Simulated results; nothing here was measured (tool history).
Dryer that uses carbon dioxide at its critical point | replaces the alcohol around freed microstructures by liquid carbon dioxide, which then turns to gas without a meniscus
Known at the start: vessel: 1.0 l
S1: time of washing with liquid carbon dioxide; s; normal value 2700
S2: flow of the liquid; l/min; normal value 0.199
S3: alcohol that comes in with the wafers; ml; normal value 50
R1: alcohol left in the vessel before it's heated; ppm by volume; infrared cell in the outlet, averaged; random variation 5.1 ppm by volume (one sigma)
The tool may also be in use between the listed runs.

run,hour,S1,S2,S3,R1
1,0,2700,0.199,50,105
2,19.8,2700,0.199,50,105
3,30.1,2700,0.199,50,108
4,48,2700,0.199,50,105
5,57.6,2700,0.199,50,105
6,75.7,2700,0.199,50,107
# hour 90.6: inlet filter changed
7,93.4,2700,0.199,50,90
8,110.1,2880,0.199,50,63

Expected results for the next run?
9,129.8,2400,0.142,53,?

Run 9 came out at R1 843 ppm by volume.
On a tool with no hidden condition, and with the same random variation, this run would have come out at R1 783 ppm by volume.
